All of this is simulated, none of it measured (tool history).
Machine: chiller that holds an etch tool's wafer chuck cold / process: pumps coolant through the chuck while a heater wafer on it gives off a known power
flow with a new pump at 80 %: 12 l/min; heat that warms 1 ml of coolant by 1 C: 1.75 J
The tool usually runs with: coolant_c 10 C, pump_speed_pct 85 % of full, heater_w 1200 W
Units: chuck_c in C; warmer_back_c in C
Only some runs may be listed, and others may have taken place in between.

run 1 hour=0 | coolant_c=10 pump_speed_pct=85 heater_w=1200 | chuck_c=17.05 warmer_back_c=3.16
run 2 hour=132.4 | coolant_c=10 pump_speed_pct=80 heater_w=1200 | chuck_c=17.33 warmer_back_c=3.45
run 3 hour=264.4 | coolant_c=10 pump_speed_pct=80 heater_w=1200 | chuck_c=17.4 warmer_back_c=3.42
run 4 hour=397.8 | coolant_c=5 pump_speed_pct=80 heater_w=1200 | chuck_c=12.38 warmer_back_c=3.39
run 5 hour=550.5 | coolant_c=11 pump_speed_pct=85 heater_w=1200 | chuck_c=17.91 warmer_back_c=3.15
run 6 hour=637 | coolant_c=11 pump_speed_pct=85 heater_w=1068 | chuck_c=17 warmer_back_c=2.86
run 7 hour=813.1 | coolant_c=2 pump_speed_pct=85 heater_w=1200 | chuck_c=8.81 warmer_back_c=3.28
run 8 hour=979.4 | coolant_c=2 pump_speed_pct=85 heater_w=1200 | chuck_c=8.94 warmer_back_c=3.17
-- hour=1002.5 chiller's thermometer calibrated
run 9 hour=1062.1 | coolant_c=10 pump_speed_pct=85 heater_w=1200 | chuck_c=16.69 warmer_back_c=3.23
run 10 hour=1205.4 | coolant_c=10 pump_speed_pct=85 heater_w=1200 | chuck_c=16.78 warmer_back_c=3.23
run 11 hour=1340.4 | coolant_c=10 pump_speed_pct=85 heater_w=1200 | chuck_c=16.66 warmer_back_c=3.23
run 12 hour=1436.5 | coolant_c=10 pump_speed_pct=85 heater_w=1200 | chuck_c=16.69 warmer_back_c=3.23
run 13 hour=1557.9 | coolant_c=10 pump_speed_pct=85 heater_w=1200 | chuck_c=16.59 warmer_back_c=3.2
run 14 hour=1632.4 | coolant_c=10 pump_speed_pct=85 heater_w=1200 | chuck_c=16.48 warmer_back_c=3.26
run 15 hour=1709.2 | coolant_c=10 pump_speed_pct=85 heater_w=1200 | chuck_c=16.73 warmer_back_c=3.23
run 16 hour=1806.9 | coolant_c=10 pump_speed_pct=85 heater_w=1200 | chuck_c=16.68 warmer_back_c=3.25
-- hour=1892.1 gauge calibrated
run 17 hour=1926.1 | coolant_c=10 pump_speed_pct=93 heater_w=630 | chuck_c=13.25 warmer_back_c=1.56
run 18 hour=2044.9 | coolant_c=10 pump_speed_pct=86 heater_w=948 | chuck_c=15.64 warmer_back_c=2.49
run 19 hour=2226.3 | coolant_c=7 pump_speed_pct=82 heater_w=768 | chuck_c=11.52 warmer_back_c=2.14
run 20 hour=2342.2 | coolant_c=7 pump_speed_pct=82 heater_w=768 | chuck_c=11.49 warmer_back_c=2.16
run 21 hour=2513.4 | coolant_c=6 pump_speed_pct=95 heater_w=1200 | chuck_c=12.2 warmer_back_c=2.84
run 22 hour=2692.9 | coolant_c=6 pump_speed_pct=92 heater_w=1260 | chuck_c=12.72 warmer_back_c=3.08
run 23 hour=2802.5 | coolant_c=15 pump_speed_pct=92 heater_w=1260 | chuck_c=21.59 warmer_back_c=3.07
run 24 hour=2946.9 | coolant_c=13 pump_speed_pct=78 heater_w=688 | chuck_c=17.16 warmer_back_c=2.07
-- hour=2967.1 coolant changed, channels flushed
run 25 hour=3100.9 | coolant_c=13 pump_speed_pct=78 heater_w=688 | chuck_c=17.04 warmer_back_c=2.05
run 26 hour=3187.5 | coolant_c=10 pump_speed_pct=80 heater_w=1410 | chuck_c=18.37 warmer_back_c=4.1
-- hour=3229.6 chiller's thermometer calibrated
run 27 hour=3329.2 | coolant_c=19 pump_speed_pct=94 heater_w=1200 | chuck_c=25.05 warmer_back_c=2.84
run 28 hour=3483.2 | coolant_c=19 pump_speed_pct=94 heater_w=1200 | chuck_c=24.93 warmer_back_c=2.87
run 29 hour=3592.7 | coolant_c=11 pump_speed_pct=94 heater_w=1125 | chuck_c=16.62 warmer_back_c=2.69
run 30 hour=3752.1 | coolant_c=11 pump_speed_pct=94 heater_w=1125 | chuck_c=16.53 warmer_back_c=2.7
-- hour=3810.5 coolant pump overhauled
run 31 hour=3858.2 | coolant_c=20 pump_speed_pct=72 heater_w=952 | chuck_c=25.92 warmer_back_c=3.1

Subtracting, for every run, the result it would have given without the tool's unlogged condition from the measured result gives the following. The same run-to-run variation enters both numbers; the gauge's scatter may not:
The hidden state here: heat passed by the chuck's channels, % of clean ones'; flow at a given pump speed, % of a new pump's; coolant's true temperature over the reading, C; drift of the gauge itself on chuck_c, C; drift of the gauge itself on warmer_back_c, C.
run=1 chuck_c=+0.01
run=2 chuck_c=-0.02
run=3 chuck_c=-0.05
run=4 chuck_c=-0.09
run=5 chuck_c=-0.13
run=6 chuck_c=-0.16
run=7 chuck_c=-0.2
run=8 chuck_c=-0.24
run=9 chuck_c=-0.25
run=10 chuck_c=-0.3
run=11 chuck_c=-0.33
run=12 chuck_c=-0.36
run=13 chuck_c=-0.39
run=14 chuck_c=-0.4
run=15 chuck_c=-0.43
run=16 chuck_c=-0.45
run=17 chuck_c=+0
run=18 chuck_c=-0.03
run=19 chuck_c=-0.08
run=20 chuck_c=-0.1
run=21 chuck_c=-0.15
run=22 chuck_c=-0.19
run=23 chuck_c=-0.22
run=24 chuck_c=-0.26
run=25 chuck_c=-0.31
run=26 chuck_c=-0.32
run=27 chuck_c=-0.36
run=28 chuck_c=-0.4
run=29 chuck_c=-0.43
run=30 chuck_c=-0.47
run=31 chuck_c=-0.51
warmer_back_c: differs from the measured result by no more than 0.02 C in any run.
